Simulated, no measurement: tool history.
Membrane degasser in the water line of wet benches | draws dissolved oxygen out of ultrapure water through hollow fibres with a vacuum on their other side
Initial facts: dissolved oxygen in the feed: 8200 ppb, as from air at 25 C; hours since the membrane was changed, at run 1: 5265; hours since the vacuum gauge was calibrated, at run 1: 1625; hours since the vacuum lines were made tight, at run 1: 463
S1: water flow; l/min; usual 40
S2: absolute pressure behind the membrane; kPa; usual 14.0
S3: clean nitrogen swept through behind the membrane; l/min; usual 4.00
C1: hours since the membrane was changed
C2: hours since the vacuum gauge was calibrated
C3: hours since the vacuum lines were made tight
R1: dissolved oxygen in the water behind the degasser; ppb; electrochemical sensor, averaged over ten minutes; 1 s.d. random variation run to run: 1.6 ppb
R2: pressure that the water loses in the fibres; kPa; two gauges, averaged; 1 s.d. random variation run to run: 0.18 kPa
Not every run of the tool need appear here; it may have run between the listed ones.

run	hour	S1	S2	S3	C1	C2	C3	R1	R2
1	0.0	40	14.0	4.00	5265	1625	463	250.9	33.21
2	284.7	40	31.6	4.00	5550	1909	748	620.1	32.92
3	608.6	40	31.6	4.00	5874	2233	1072	626.0	32.82
4	749.9	40	14.0	4.00	6015	2375	1213	252.6	32.81
5	925.1	40	14.0	4.00	6190	2550	1388	252.8	33.10
6	1187.2	40	14.0	1.71	6453	2812	1650	530.7	32.79
7	1394.8	40	14.0	1.71	6660	3019	1858	529.7	32.78
# hour 1525.0: vacuum gauge calibrated
8	1543.4	40	14.0	1.71	6808	18	2006	528.1	32.69
9	1830.7	40	14.0	1.71	7095	306	2293	529.8	32.65
10	2036.0	40	14.0	1.71	7301	511	2498	528.8	32.92
11	2243.5	40	14.0	4.00	7508	719	2706	251.6	32.58
12	2427.7	40	14.0	4.00	7692	903	2890	249.2	32.37
13	2642.5	40	14.0	4.00	7907	1118	3105	254.9	32.82
14	2961.6	40	29.8	4.00	8226	1437	3424	596.1	33.01
15	3173.4	40	14.0	4.00	8438	1648	3636	249.9	32.58
16	3396.2	40	14.0	4.00	8661	1871	3859	253.8	32.53
17	3610.4	46	12.5	7.99	8875	2085	4073	134.7	37.29
18	3746.9	50	14.0	4.00	9012	2222	4209	310.6	40.67
19	3932.7	34	24.2	4.00	9198	2408	4395	406.4	27.53
20	4132.4	58	25.5	7.17	9397	2607	4595	426.2	47.36
21	4403.6	26	27.2	1.80	9668	2879	4866	735.3	21.03
22	4624.6	40	20.4	2.24	9889	3100	5087	648.8	32.33
# hour 4662.0: vacuum gauge calibrated
23	4904.2	51	14.0	5.88	10169	242	5366	225.5	41.57
24	5133.9	32	19.5	11.24	10398	472	5596	114.3	25.96
25	5372.0	40	9.4	4.00	10636	710	5834	147.7	32.69
26	5581.0	56	9.4	4.00	10845	919	6043	207.5	45.49
27	5811.4	40	14.0	4.00	11076	1149	6273	250.8	32.31
28	5986.1	51	15.6	1.75	11250	1324	6448	703.9	41.13
29	6126.7	40	21.8	3.59	11391	1465	6589	462.4	32.62
30	6435.5	40	21.8	3.59	11700	1773	6897	460.4	32.15
31	6570.5	40	21.8	3.59	11835	1908	7032	470.1	32.28

Across each entry between runs, compare the hidden state at the last listed run before it with the hidden state at the first listed run after it:
Logged between run 7 and run 8: vacuum gauge calibrated (hour 1525.0)
  true pressure behind the membrane over the reading, kPa: 0.01 -> 0; drift of the gauge itself on loss_of_pressure_kpa, %: -0.42 -> -0.46
  measured minus no-state result, R2: -0.10 -> -0.11 kPa
Logged between run 22 and run 23: vacuum gauge calibrated (hour 4662.0)
  true pressure behind the membrane over the reading, kPa: 0.01 -> 0; drift of the gauge itself on loss_of_pressure_kpa, %: -1.38 -> -1.47
  measured minus no-state result, R2: -0.40 -> -0.55 kPa
